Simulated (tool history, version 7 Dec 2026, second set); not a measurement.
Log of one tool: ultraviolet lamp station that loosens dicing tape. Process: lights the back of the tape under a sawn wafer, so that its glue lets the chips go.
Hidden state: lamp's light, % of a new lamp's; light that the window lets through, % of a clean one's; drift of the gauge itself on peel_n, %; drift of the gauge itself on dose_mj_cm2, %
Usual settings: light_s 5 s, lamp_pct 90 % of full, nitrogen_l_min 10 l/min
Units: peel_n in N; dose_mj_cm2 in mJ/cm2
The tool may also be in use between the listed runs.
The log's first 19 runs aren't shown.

| run | day | light_s | lamp_pct | nitrogen_l_min | hours of work of the lamp | hours of work since the window was cleaned | peel_n | dose_mj_cm2 |
|---|---|---|---|---|---|---|---|---|
| 20 | 21.654 | 5 | 90 | 10 | 288 | 103 | 0.529 | 452 |
| 21 | 22.896 | 5 | 90 | 10 | 308 | 123 | 0.551 | 442 |
| 22 | 23.921 | 5 | 90 | 10 | 325 | 139 | 0.576 | 446 |
| 23 | 24.804 | 5 | 98 | 6 | 339 | 153 | 0.655 | 478 |
| 24 | 26.221 | 9 | 62 | 9 | 362 | 176 | 0.403 | 538 |
| 25 | 27.229 | 5 | 61 | 10 | 378 | 192 | 1.161 | 290 |
| 26 | 28.092 | 5 | 90 | 17 | 392 | 206 | 0.454 | 427 |
| 27 | 29.129 | 3 | 73 | 10 | 408 | 222 | 1.739 | 205 |
| 28 | 30.183 | 9 | 65 | 13 | 425 | 239 | 0.328 | 544 |
|  | 30.504 | window cleaned of glue's vapour |
| 29 | 31.042 | 9 | 65 | 6 | 438 | 9 | 0.447 | 576 |
| 30 | 31.962 | 6 | 94 | 6 | 453 | 23 | 0.511 | 545 |
| 31 | 33.258 | 2 | 63 | 10 | 474 | 44 | 2.872 | 122 |
| 32 | 34.45 | 2 | 63 | 10 | 493 | 63 | 2.813 | 119 |
| 33 | 35.779 | 4 | 67 | 7 | 514 | 84 | 1.581 | 255 |
| 34 | 37.058 | 3 | 67 | 5 | 535 | 105 | 2.381 | 187 |
| 35 | 38.175 | 5 | 67 | 7 | 553 | 123 | 1.254 | 304 |
| 36 | 39.096 | 5 | 88 | 7 | 567 | 138 | 0.859 | 398 |
| 37 | 40.025 | 5 | 88 | 7 | 582 | 152 | 0.855 | 397 |
| 38 | 40.854 | 3 | 62 | 8 | 596 | 166 | 2.386 | 168 |
| 39 | 41.746 | 4 | 85 | 13 | 610 | 180 | 1.022 | 299 |
| 40 | 42.667 | 4 | 65 | 10 | 625 | 195 | 1.636 | 231 |
| 41 | 43.462 | 3 | 63 | 5 | 637 | 208 | 2.622 | 161 |
|  | 44.788 | lamp changed |
| 42 | 44.896 | 4 | 60 | 4 | 2 | 230 | 1.926 | 262 |
|  | 45.683 | window cleaned of glue's vapour |
| 43 | 45.742 | 4 | 60 | 4 | 15 | 1 | 1.871 | 271 |

4 ways to go on from here, each from the tool as it stands after run 43. What would each give?
| A | 46.967 | 3 | 65 | 10 | 35 | 21 | ? | ? |
| B | 46.967 | 8 | 90 | 4 | 35 | 21 | ? | ? |
| C | 46.967 | 2 | 96 | 14 | 35 | 21 | ? | ? |
| D | 46.967 | 8 | 65 | 5 | 35 | 21 | ? | ? |

| run | peel_n | dose_mj_cm2 |
|---|---|---|
| A | 1.7 | 216 |
| B | 0.297 | 794 |
| C | 1.569 | 212 |
| D | 0.517 | 578 |
Without the tool's hidden state the same runs would have given:
| run | peel_n | dose_mj_cm2 |
|---|---|---|
| A | 1.621 | 225 |
| B | 0.271 | 828 |
| C | 1.491 | 221 |
| D | 0.475 | 603 |
